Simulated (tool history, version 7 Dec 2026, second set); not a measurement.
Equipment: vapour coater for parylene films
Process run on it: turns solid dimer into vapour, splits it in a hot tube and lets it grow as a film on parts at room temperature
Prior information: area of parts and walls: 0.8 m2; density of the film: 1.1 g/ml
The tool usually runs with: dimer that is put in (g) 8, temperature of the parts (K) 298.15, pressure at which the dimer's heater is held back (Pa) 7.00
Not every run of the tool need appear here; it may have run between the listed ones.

run,hour,dimer that is put in (g),temperature of the parts (K),pressure at which the dimer's heater is held back (Pa),thickness of the film (nm)
1,0.0,8,298.15,7.00,4260
2,50.5,8,298.15,7.00,4230
3,99.6,8,298.15,4.74,4500
4,127.6,8,298.15,4.74,4480
# hour 144.1: trap's valve overhauled
# hour 166.9: table's thermometer calibrated
5,182.4,8,291.15,4.74,6070
6,229.5,8,291.15,2.68,6660
7,284.3,8,291.15,2.68,6630
8,310.4,8,292.15,7.00,5410
9,341.5,8,292.15,7.00,5380
10,376.6,6,292.15,7.00,4020
11,415.3,6,292.15,7.00,3970
12,467.7,6,292.15,7.00,3970
13,504.1,5,292.15,7.00,3300
14,528.5,5,292.15,7.00,3290
15,583.4,8,302.15,9.37,3380
# hour 601.4: trap's valve overhauled
16,617.4,8,302.15,9.37,3570
17,670.1,4,298.15,9.35,2070
18,726.4,4,298.15,9.35,2090
19,763.9,3,299.15,8.62,1500
20,810.0,3,299.15,8.62,1510
21,867.5,3,299.15,8.76,1490
22,894.7,3,299.15,8.76,1500
23,949.7,5,299.15,3.33,2900
24,975.2,8,293.15,4.93,5450
25,999.4,8,293.15,4.93,5430
# hour 1054.8: trap's valve overhauled
26,1054.8,12,300.15,3.89,6830
# hour 1097.5: table's thermometer calibrated
27,1099.2,9,306.15,10.25,3350
28,1127.2,9,306.15,10.25,3310

Run by run, hidden condition taken away, random variation retained:
Unlogged tool condition in this case: vapour lost through the trap's worn valve, %; true temperature of the parts over the reading, C; drift of the gauge itself on film_um, %.
run,thickness of the film (nm)
1,4370
2,4370
3,4660
4,4660
5,6120
6,6750
7,6760
8,5530
9,5520
10,4140
11,4110
12,4120
13,3440
14,3440
15,3560
16,3550
17,2070
18,2100
19,1520
20,1530
21,1520
22,1530
23,2980
24,5630
25,5610
26,6700
27,3390
28,3370
